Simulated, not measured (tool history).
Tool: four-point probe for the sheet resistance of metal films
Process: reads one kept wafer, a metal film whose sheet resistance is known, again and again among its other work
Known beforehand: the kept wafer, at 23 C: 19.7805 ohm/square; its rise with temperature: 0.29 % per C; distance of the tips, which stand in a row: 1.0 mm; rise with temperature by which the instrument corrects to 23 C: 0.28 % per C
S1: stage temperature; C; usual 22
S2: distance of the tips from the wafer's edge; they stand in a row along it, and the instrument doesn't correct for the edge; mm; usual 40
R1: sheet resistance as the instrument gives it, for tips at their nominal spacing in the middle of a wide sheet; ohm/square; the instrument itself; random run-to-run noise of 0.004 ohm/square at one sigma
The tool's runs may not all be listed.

run,day,S1,S2,R1
1,0.000,22,40,19.782502
2,2.217,22,40,19.782949
3,6.692,22,40,19.783703
4,10.842,21,40,19.785791
5,14.112,22,40,19.783464
6,16.962,22,40,19.780568
7,19.954,22,40,19.777458
8,22.617,22,40,19.781149
9,25.300,22,6,20.071299
10,27.896,22,6,20.073595
11,31.288,22,12,19.848728
# day 31.754: stage's thermometer calibrated
12,35.308,32,40,19.797509
13,38.183,22,40,19.785800
14,42.825,26,40,19.789758
15,46.088,27,40,19.799226
16,49.288,27,13,19.850922
17,52.392,27,13,19.843826
18,54.996,28,13,19.852160
19,59.692,25,13,19.848866
20,64.104,25,13,19.842711
21,68.904,25,13,19.852395
22,71.754,25,13,19.848839
23,76.225,34,7,20.013029
24,81.254,34,6,20.089389
25,85.067,34,6,20.080599
26,87.088,34,6,20.092983
27,91.804,34,6,20.087354
28,94.967,22,51,19.777243
29,98.079,27,29,19.796065
30,100.425,23,5,20.193916
31,103.667,19,12,19.840225
32,108.371,32,5,20.206840
33,112.133,34,8,19.962489
34,115.179,22,5,20.192133
35,117.271,20,9,19.903329
36,121.000,24,5,20.198635
37,123.450,24,5,20.200716
38,126.908,33,40,19.794947
39,131.071,33,40,19.798969
40,134.629,25,14,19.835232
41,139.438,29,6,20.077841
42,143.246,26,40,19.792159
43,146.300,22,51,19.778579
44,149.129,22,51,19.783033

4 options for the next run, each taken on its own from the tool as it stands now. Forecast them:
A,151.400,22,6,?
B,151.400,22,45,?
C,151.400,23,39,?
D,151.400,23,40,?

run,R1
A,20.067380
B,19.777495
C,19.786924
D,19.783933
With the hidden condition removed and each run's random variation left untouched, the same runs would have given:
run,R1
A,20.070508
B,19.780581
C,19.790010
D,19.787018
